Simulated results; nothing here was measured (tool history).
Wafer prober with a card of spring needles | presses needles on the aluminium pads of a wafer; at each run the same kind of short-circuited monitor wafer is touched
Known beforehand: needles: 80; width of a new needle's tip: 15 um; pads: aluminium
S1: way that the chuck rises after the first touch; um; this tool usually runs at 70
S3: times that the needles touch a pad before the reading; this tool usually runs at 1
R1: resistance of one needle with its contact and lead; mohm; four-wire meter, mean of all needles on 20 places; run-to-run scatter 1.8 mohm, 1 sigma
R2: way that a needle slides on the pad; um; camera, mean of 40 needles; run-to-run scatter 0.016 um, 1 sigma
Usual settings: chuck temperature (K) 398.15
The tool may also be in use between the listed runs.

{"run": 1, "day": 0.0, "S1": 70, "chuck temperature (K)": 398.15, "S3": 1, "R1": 222, "R2": 11.48}
{"day": 1.971, "done": "tips cleaned on abrasive film"}
{"run": 2, "day": 3.517, "S1": 70, "chuck temperature (K)": 398.15, "S3": 1, "R1": 231, "R2": 11.48}
{"day": 5.017, "done": "tips cleaned on abrasive film"}
{"run": 3, "day": 6.012, "S1": 70, "chuck temperature (K)": 398.15, "S3": 1, "R1": 223, "R2": 11.47}
{"day": 7.925, "done": "tips cleaned on abrasive film"}
{"run": 4, "day": 8.721, "S1": 70, "chuck temperature (K)": 398.15, "S3": 3, "R1": 197, "R2": 11.47}
{"day": 10.842, "done": "tips cleaned on abrasive film"}
{"run": 5, "day": 12.65, "S1": 70, "chuck temperature (K)": 398.15, "S3": 3, "R1": 201, "R2": 11.44}
{"day": 13.621, "done": "tips cleaned on abrasive film"}
{"run": 6, "day": 14.75, "S1": 57, "chuck temperature (K)": 398.15, "S3": 1, "R1": 245, "R2": 9.28}
{"day": 16.375, "done": "tips cleaned on abrasive film"}
{"run": 7, "day": 18.383, "S1": 57, "chuck temperature (K)": 398.15, "S3": 1, "R1": 262, "R2": 9.26}
{"day": 19.192, "done": "tips cleaned on abrasive film"}
{"run": 8, "day": 21.767, "S1": 57, "chuck temperature (K)": 398.15, "S3": 1, "R1": 270, "R2": 9.25}
{"day": 21.971, "done": "tips cleaned on abrasive film"}
{"run": 9, "day": 23.721, "S1": 69, "chuck temperature (K)": 398.15, "S3": 1, "R1": 237, "R2": 11.22}
{"day": 24.862, "done": "tips cleaned on abrasive film"}
{"run": 10, "day": 26.421, "S1": 69, "chuck temperature (K)": 398.15, "S3": 1, "R1": 233, "R2": 11.22}
{"day": 27.804, "done": "tips cleaned on abrasive film"}
{"run": 11, "day": 29.512, "S1": 69, "chuck temperature (K)": 398.15, "S3": 1, "R1": 234, "R2": 11.21}
{"day": 30.696, "done": "tips cleaned on abrasive film"}
{"run": 12, "day": 33.067, "S1": 70, "chuck temperature (K)": 398.15, "S3": 1, "R1": 238, "R2": 11.37}
{"day": 33.517, "done": "tips cleaned on abrasive film"}
{"run": 13, "day": 35.321, "S1": 70, "chuck temperature (K)": 398.15, "S3": 1, "R1": 242, "R2": 11.33}
{"day": 36.367, "done": "tips cleaned on abrasive film"}
{"run": 14, "day": 37.079, "S1": 70, "chuck temperature (K)": 338.15, "S3": 1, "R1": 212, "R2": 11.32}
{"day": 39.196, "done": "tips cleaned on abrasive film"}
{"run": 15, "day": 39.804, "S1": 70, "chuck temperature (K)": 338.15, "S3": 2, "R1": 190, "R2": 11.34}
{"day": 41.921, "done": "tips cleaned on abrasive film"}
{"run": 16, "day": 42.975, "S1": 70, "chuck temperature (K)": 398.15, "S3": 1, "R1": 225, "R2": 11.3}
{"day": 44.683, "done": "tips cleaned on abrasive film"}
{"run": 17, "day": 46.483, "S1": 70, "chuck temperature (K)": 398.15, "S3": 1, "R1": 235, "R2": 11.31}
{"day": 47.538, "done": "tips cleaned on abrasive film"}
{"day": 48.688, "done": "height of the first contact set anew"}
{"run": 18, "day": 49.621, "S1": 70, "chuck temperature (K)": 398.15, "S3": 2, "R1": 221, "R2": 11.58}
{"day": 50.412, "done": "tips cleaned on abrasive film"}
{"run": 19, "day": 52.038, "S1": 50, "chuck temperature (K)": 347.15, "S3": 2, "R1": 232, "R2": 8.26}
{"day": 53.433, "done": "tips cleaned on abrasive film"}
{"run": 20, "day": 54.05, "S1": 66, "chuck temperature (K)": 398.15, "S3": 2, "R1": 206, "R2": 10.91}
{"run": 21, "day": 55.712, "S1": 54, "chuck temperature (K)": 398.15, "S3": 1, "R1": 275, "R2": 8.92}
{"day": 56.329, "done": "tips cleaned on abrasive film"}
{"run": 22, "day": 58.025, "S1": 54, "chuck temperature (K)": 398.15, "S3": 1, "R1": 267, "R2": 8.92}
{"day": 59.383, "done": "tips cleaned on abrasive film"}
{"run": 23, "day": 61.438, "S1": 54, "chuck temperature (K)": 374.15, "S3": 1, "R1": 265, "R2": 8.9}
{"day": 62.158, "done": "tips cleaned on abrasive film"}
{"run": 24, "day": 63.267, "S1": 54, "chuck temperature (K)": 374.15, "S3": 1, "R1": 247, "R2": 8.85}
{"day": 64.879, "done": "tips cleaned on abrasive film"}
{"run": 25, "day": 65.579, "S1": 54, "chuck temperature (K)": 374.15, "S3": 1, "R1": 234, "R2": 8.88}
{"day": 67.75, "done": "tips cleaned on abrasive film"}
{"run": 26, "day": 67.75, "S1": 54, "chuck temperature (K)": 374.15, "S3": 1, "R1": 191, "R2": 8.88}
{"day": 70.738, "done": "tips cleaned on abrasive film"}
{"run": 27, "day": 71.217, "S1": 66, "chuck temperature (K)": 374.15, "S3": 2, "R1": 201, "R2": 10.87}
{"day": 73.538, "done": "tips cleaned on abrasive film"}
{"run": 28, "day": 74.992, "S1": 66, "chuck temperature (K)": 374.15, "S3": 2, "R1": 213, "R2": 10.81}
{"day": 76.342, "done": "tips cleaned on abrasive film"}
{"run": 29, "day": 76.942, "S1": 90, "chuck temperature (K)": 314.15, "S3": 2, "R1": 179, "R2": 14.8}
{"day": 79.354, "done": "tips cleaned on abrasive film"}
{"run": 30, "day": 79.712, "S1": 70, "chuck temperature (K)": 299.15, "S3": 1, "R1": 192, "R2": 11.48}
{"day": 82.4, "done": "tips cleaned on abrasive film"}
{"run": 31, "day": 83.175, "S1": 56, "chuck temperature (K)": 298.15, "S3": 1, "R1": 223, "R2": 9.11}

Expected results for the next run?
{"run": 32, "day": 84.817, "S1": 56, "chuck temperature (K)": 298.15, "S3": 1, "R1": "?", "R2": "?"}

R1: 264 mohm
R2: 9.14 um
If the tool had no hidden condition, the same run with the same run-to-run variation would have returned R1 167 mohm, R2 9.27 um.
